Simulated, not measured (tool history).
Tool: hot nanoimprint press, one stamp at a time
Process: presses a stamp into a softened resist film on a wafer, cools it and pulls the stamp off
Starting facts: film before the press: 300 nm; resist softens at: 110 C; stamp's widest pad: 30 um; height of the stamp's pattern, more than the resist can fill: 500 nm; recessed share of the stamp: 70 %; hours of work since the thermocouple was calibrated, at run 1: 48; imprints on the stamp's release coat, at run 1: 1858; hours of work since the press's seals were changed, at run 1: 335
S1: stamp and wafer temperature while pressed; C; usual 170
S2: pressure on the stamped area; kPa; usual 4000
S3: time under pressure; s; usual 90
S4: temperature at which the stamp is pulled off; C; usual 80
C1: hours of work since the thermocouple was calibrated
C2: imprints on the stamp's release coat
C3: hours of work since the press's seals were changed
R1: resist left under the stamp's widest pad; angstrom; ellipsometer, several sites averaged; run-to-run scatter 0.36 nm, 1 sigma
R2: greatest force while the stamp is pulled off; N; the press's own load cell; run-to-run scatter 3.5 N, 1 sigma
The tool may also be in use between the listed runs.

Run 1, hour 0: usual settings; C1 48; C2 1858; C3 335. Result: R1 1111 angstrom, R2 166 N.
At hour 38.1: stamp cleaned and given a new release coat.
Run 2, hour 55.3: usual settings; C1 87; C2 76; C3 374. Result: R1 1107 angstrom, R2 168 N.
Run 3, hour 102.6: usual settings but S4 77 C; C1 125; C2 285; C3 412. Result: R1 1106 angstrom, R2 181 N.
Run 4, hour 140.6: usual settings but S4 73 C; C1 155; C2 452; C3 442. Result: R1 1109 angstrom, R2 204 N.
Run 5, hour 183.9: usual settings but S4 73 C; C1 189; C2 643; C3 476. Result: R1 1108 angstrom, R2 198 N.
Run 6, hour 214.6: usual settings; C1 214; C2 778; C3 501. Result: R1 1108 angstrom, R2 165 N.
Run 7, hour 238.5: usual settings but S3 65 s; C1 233; C2 884; C3 520. Result: R1 1274 angstrom, R2 164 N.
Run 8, hour 281.1: usual settings but S3 65 s; C1 267; C2 1071; C3 554. Result: R1 1263 angstrom, R2 171 N.
Run 9, hour 335.2: usual settings but S3 65 s; C1 310; C2 1310; C3 597. Result: R1 1261 angstrom, R2 169 N.
Run 10, hour 384: usual settings but S3 65 s; C1 348; C2 1525; C3 635. Result: R1 1277 angstrom, R2 171 N.
Run 11, hour 416.1: usual settings but S3 65 s; C1 374; C2 1666; C3 661. Result: R1 1266 angstrom, R2 166 N.
Run 12, hour 448.4: usual settings but S3 65 s; C1 400; C2 1809; C3 687. Result: R1 1265 angstrom, R2 168 N.
Run 13, hour 487.1: usual settings but S3 64 s; C1 430; C2 1979; C3 717. Result: R1 1278 angstrom, R2 171 N.
At hour 497.6: stamp cleaned and given a new release coat.
At hour 526.6: press's hydraulic seals changed and the load cell set to zero.
Run 14, hour 551.9: usual settings but S3 80 s; C1 471; C2 204; C3 20. Result: R1 1159 angstrom, R2 168 N.
At hour 576.8: plate thermocouple calibrated.
Run 15, hour 602.2: usual settings; C1 20; C2 413; C3 58. Result: R1 1108 angstrom, R2 176 N.
Run 16, hour 656.8: usual settings; C1 64; C2 653; C3 101. Result: R1 1109 angstrom, R2 167 N.
Run 17, hour 684.3: usual settings; C1 85; C2 775; C3 123. Result: R1 1105 angstrom, R2 176 N.
Run 18, hour 722.4: usual settings but S3 98 s; C1 116; C2 943; C3 153. Result: R1 1073 angstrom, R2 169 N.
Run 19, hour 753.8: usual settings but S4 87 C; C1 141; C2 1081; C3 178. Result: R1 1109 angstrom, R2 132 N.
Run 20, hour 798.4: usual settings but S4 87 C; C1 176; C2 1277; C3 214. Result: R1 1105 angstrom, R2 130 N.
Run 21, hour 825.8: usual settings but S3 97 s, S4 85 C; C1 198; C2 1398; C3 235. Result: R1 1074 angstrom, R2 149 N.
Run 22, hour 859.3: usual settings but S1 166 C, S2 2400 kPa, S3 105 s, S4 77 C; C1 224; C2 1546; C3 262. Result: R1 1527 angstrom, R2 181 N.
Run 23, hour 888.4: usual settings but S1 158 C, S2 6310 kPa, S3 105 s, S4 77 C; C1 248; C2 1674; C3 285. Result: R1 1500 angstrom, R2 183 N.
Run 24, hour 942.1: usual settings but S1 164 C, S2 5310 kPa, S3 72 s, S4 70 C; C1 290; C2 1911; C3 328. Result: R1 1400 angstrom, R2 215 N.
At hour 968.8: stamp cleaned and given a new release coat.
Run 25, hour 993.2: usual settings but S1 160 C, S2 3420 kPa, S4 74 C; C1 326; C2 108; C3 364. Result: R1 1803 angstrom, R2 196 N.
Run 26, hour 1026.5: usual settings but S1 160 C, S2 3420 kPa, S4 74 C; C1 353; C2 255; C3 390. Result: R1 1802 angstrom, R2 197 N.
Run 27, hour 1069.7: usual settings but S1 160 C, S2 3420 kPa, S4 74 C; C1 387; C2 445; C3 424. Result: R1 1798 angstrom, R2 192 N.
Run 28, hour 1101.5: usual settings but S1 160 C, S2 3420 kPa, S4 74 C; C1 412; C2 585; C3 450. Result: R1 1801 angstrom, R2 202 N.
Run 29, hour 1146.9: usual settings but S4 71 C; C1 448; C2 785; C3 486. Result: R1 1103 angstrom, R2 210 N.

Below are 5 alternative next runs, each starting from the tool's condition after run 29. Predict each:
Run A, hour 1182.8: usual settings but S1 178 C, S3 58 s; C1 477; C2 944; C3 514. Result: R1 ?, R2 ?.
Run B, hour 1182.8: usual settings but S2 4660 kPa; C1 477; C2 944; C3 514. Result: R1 ?, R2 ?.
Run C, hour 1182.8: usual settings but S1 179 C, S4 71 C; C1 477; C2 944; C3 514. Result: R1 ?, R2 ?.
Run D, hour 1182.8: usual settings but S3 69 s; C1 477; C2 944; C3 514. Result: R1 ?, R2 ?.
Run E, hour 1182.8: usual settings but S1 164 C, S4 77 C; C1 477; C2 944; C3 514. Result: R1 ?, R2 ?.

run    R1   R2
  A   960  170
  B  1034  171
  C   756  212
  D  1238  168
  E  1442  186
What these runs would have given with no unlogged condition in the tool:
run    R1   R2
  A   961  170
  B  1035  170
  C   757  211
  D  1239  168
  E  1443  185

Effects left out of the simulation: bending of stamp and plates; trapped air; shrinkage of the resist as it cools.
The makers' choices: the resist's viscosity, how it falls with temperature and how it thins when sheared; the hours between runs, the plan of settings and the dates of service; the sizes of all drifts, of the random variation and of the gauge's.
